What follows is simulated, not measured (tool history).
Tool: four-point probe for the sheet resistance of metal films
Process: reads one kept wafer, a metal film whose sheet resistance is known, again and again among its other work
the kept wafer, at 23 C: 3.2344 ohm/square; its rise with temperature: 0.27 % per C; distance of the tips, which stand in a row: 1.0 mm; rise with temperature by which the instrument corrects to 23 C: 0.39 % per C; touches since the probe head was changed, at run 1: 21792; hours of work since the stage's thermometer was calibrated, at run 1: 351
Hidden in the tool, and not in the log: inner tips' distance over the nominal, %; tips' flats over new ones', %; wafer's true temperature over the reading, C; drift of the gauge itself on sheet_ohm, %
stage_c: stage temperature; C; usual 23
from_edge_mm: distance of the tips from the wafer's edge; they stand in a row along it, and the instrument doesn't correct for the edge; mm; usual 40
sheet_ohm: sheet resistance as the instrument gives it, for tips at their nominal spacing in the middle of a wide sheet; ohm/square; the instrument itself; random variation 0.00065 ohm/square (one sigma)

run     day  stage_c  from_edge_mm  touches since the probe head was changed  hours of work since the stage's thermometer was calibrated  sheet_ohm
  1   0.000       23            40                                     21792                                                         351   3.237400
  2   1.196       23            40                                     22996                                                         367   3.237768
  3   1.846       23            40                                     23651                                                         375   3.238890
  4   2.725       23            40                                     24537                                                         387   3.238797
  5   4.004       23            40                                     25826                                                         404   3.238113
  6   5.200       23            40                                     27030                                                         420   3.238871
  7   5.971       23            40                                     27810                                                         430   3.238470
  8   7.150       34            40                                     28998                                                         445   3.197385
  9   8.042       34            40                                     29896                                                         457   3.198295
 10   8.658       28             7                                     30515                                                         465   3.253659
 11   9.429       28             7                                     31291                                                         475   3.253775
 12  10.188       19             7                                     32059                                                         485   3.291434
 13  11.196       25            18                                     33075                                                         499   3.235596

Hidden state or all else? Some run-to-run changes of sheet_ohm, split into what the settings, what came in and random variation would give without the hidden state, and what is left for the hidden state (with any gauge scatter that isn't in both results):
Run 4 -> 5: no setting changed, nothing entered. sheet_ohm -0.000684 ohm/square: hidden state +0.000307, all else -0.000991.
Run 12 -> 13: stage_c 19 -> 25, from_edge_mm 7 -> 18. sheet_ohm -0.055838 ohm/square: hidden state +0.000114, all else -0.055952.
